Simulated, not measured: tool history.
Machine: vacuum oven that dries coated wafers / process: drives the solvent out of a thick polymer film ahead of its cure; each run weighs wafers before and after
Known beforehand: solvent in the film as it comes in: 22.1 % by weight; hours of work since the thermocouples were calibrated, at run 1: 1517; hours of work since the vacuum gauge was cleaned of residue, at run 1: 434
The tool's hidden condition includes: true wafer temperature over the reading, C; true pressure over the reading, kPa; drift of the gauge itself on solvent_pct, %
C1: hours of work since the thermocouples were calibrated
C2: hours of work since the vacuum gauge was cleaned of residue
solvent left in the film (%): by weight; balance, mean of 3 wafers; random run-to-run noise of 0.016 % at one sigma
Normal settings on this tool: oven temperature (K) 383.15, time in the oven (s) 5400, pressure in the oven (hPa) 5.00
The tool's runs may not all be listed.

Run 1, hour 0.0: usual settings; C1 1517; C2 434. Result: solvent left in the film (%) 1.21.
Run 2, hour 19.5: usual settings; C1 1525; C2 442. Result: solvent left in the film (%) 1.24.
Run 3, hour 46.4: usual settings; C1 1537; C2 454. Result: solvent left in the film (%) 1.22.
Run 4, hour 60.9: usual settings; C1 1543; C2 460. Result: solvent left in the film (%) 1.22.
Run 5, hour 74.6: usual settings; C1 1549; C2 466. Result: solvent left in the film (%) 1.24.
Run 6, hour 92.1: usual settings but oven temperature (K) 396.15; C1 1557; C2 474. Result: solvent left in the film (%) 0.24.
Run 7, hour 119.6: usual settings but oven temperature (K) 396.15; C1 1569; C2 486. Result: solvent left in the film (%) 0.24.
Run 8, hour 146.8: usual settings but oven temperature (K) 396.15; C1 1581; C2 498. Result: solvent left in the film (%) 0.25.
Run 9, hour 177.1: usual settings; C1 1594; C2 511. Result: solvent left in the film (%) 1.19.
Run 10, hour 204.9: usual settings; C1 1606; C2 523. Result: solvent left in the film (%) 1.21.
Run 11, hour 224.6: usual settings but oven temperature (K) 392.15; C1 1614; C2 532. Result: solvent left in the film (%) 0.34.
Run 12, hour 247.5: usual settings but oven temperature (K) 370.15; C1 1624; C2 541. Result: solvent left in the film (%) 5.48.
Run 13, hour 260.7: usual settings but oven temperature (K) 370.15; C1 1630; C2 547. Result: solvent left in the film (%) 5.45.
Run 14, hour 288.2: usual settings but oven temperature (K) 370.15; C1 1642; C2 559. Result: solvent left in the film (%) 5.45.
Run 15, hour 301.4: usual settings but oven temperature (K) 370.15; C1 1648; C2 565. Result: solvent left in the film (%) 5.40.
Run 16, hour 326.7: usual settings but oven temperature (K) 370.15; C1 1659; C2 576. Result: solvent left in the film (%) 5.44.
Run 17, hour 343.3: usual settings but oven temperature (K) 370.15, time in the oven (s) 4320, pressure in the oven (hPa) 6.86; C1 1666; C2 583. Result: solvent left in the film (%) 6.96.
At hour 350.1: oven's thermocouples calibrated.
Run 18, hour 375.4: usual settings but oven temperature (K) 374.15, time in the oven (s) 6540, pressure in the oven (hPa) 8.15; C1 11; C2 596. Result: solvent left in the film (%) 3.95.
Run 19, hour 392.4: usual settings but oven temperature (K) 396.15, time in the oven (s) 5580, pressure in the oven (hPa) 9.28; C1 18; C2 604. Result: solvent left in the film (%) 0.42.
Run 20, hour 408.9: usual settings but oven temperature (K) 391.15, time in the oven (s) 8580, pressure in the oven (hPa) 4.60; C1 26; C2 611. Result: solvent left in the film (%) 0.29.
Run 21, hour 435.5: usual settings but oven temperature (K) 397.15, time in the oven (s) 6960, pressure in the oven (hPa) 16.09; C1 37; C2 622. Result: solvent left in the film (%) 0.56.
Run 22, hour 464.5: usual settings but oven temperature (K) 397.15, time in the oven (s) 6960, pressure in the oven (hPa) 16.09; C1 50; C2 635. Result: solvent left in the film (%) 0.56.
Run 23, hour 491.9: usual settings but time in the oven (s) 7800, pressure in the oven (hPa) 3.50; C1 62; C2 647. Result: solvent left in the film (%) 0.72.
Run 24, hour 521.5: usual settings but oven temperature (K) 398.15, time in the oven (s) 6900, pressure in the oven (hPa) 5.49; C1 75; C2 660. Result: solvent left in the film (%) 0.22.
Run 25, hour 537.9: usual settings but oven temperature (K) 388.15, pressure in the oven (hPa) 18.83; C1 82; C2 667. Result: solvent left in the film (%) 1.38.
Run 26, hour 567.5: usual settings but oven temperature (K) 388.15, time in the oven (s) 8040, pressure in the oven (hPa) 10.60; C1 95; C2 680. Result: solvent left in the film (%) 0.63.
Run 27, hour 589.5: usual settings but oven temperature (K) 393.15, time in the oven (s) 7860; C1 104; C2 689. Result: solvent left in the film (%) 0.28.
Run 28, hour 618.0: usual settings but oven temperature (K) 390.15, time in the oven (s) 4560; C1 117; C2 702. Result: solvent left in the film (%) 0.89.
Run 29, hour 642.1: usual settings but oven temperature (K) 395.15, time in the oven (s) 5460; C1 127; C2 712. Result: solvent left in the film (%) 0.33.
Run 30, hour 665.4: usual settings but oven temperature (K) 394.15, time in the oven (s) 5460, pressure in the oven (hPa) 5.13; C1 137; C2 723. Result: solvent left in the film (%) 0.35.
Run 31, hour 685.6: usual settings but oven temperature (K) 382.15, time in the oven (s) 8400, pressure in the oven (hPa) 12.51; C1 146; C2 731. Result: solvent left in the film (%) 1.17.
Run 32, hour 712.0: usual settings but oven temperature (K) 381.15, time in the oven (s) 9000, pressure in the oven (hPa) 3.01; C1 158; C2 743. Result: solvent left in the film (%) 0.72.

What if the next run were any one of these 4? Each begins from the tool's condition after run 32:
Run A, hour 738.0: usual settings but oven temperature (K) 377.15, time in the oven (s) 3960, pressure in the oven (hPa) 5.10; C1 169; C2 754. Result: solvent left in the film (%) ?.
Run B, hour 738.0: usual settings but oven temperature (K) 371.15; C1 169; C2 754. Result: solvent left in the film (%) ?.
Run C, hour 738.0: usual settings but oven temperature (K) 384.15, time in the oven (s) 9000, pressure in the oven (hPa) 3.49; C1 169; C2 754. Result: solvent left in the film (%) ?.
Run D, hour 738.0: usual settings but oven temperature (K) 390.15, pressure in the oven (hPa) 4.50; C1 169; C2 754. Result: solvent left in the film (%) ?.

run  solvent left in the film (%)
  A                          5.44
  B                          6.14
  C                          0.49
  D                          0.62
Stripped of hidden state, with their random variation kept, the same runs would have yielded:
run  solvent left in the film (%)
  A                          5.47
  B                          6.15
  C                          0.38
  D                          0.54
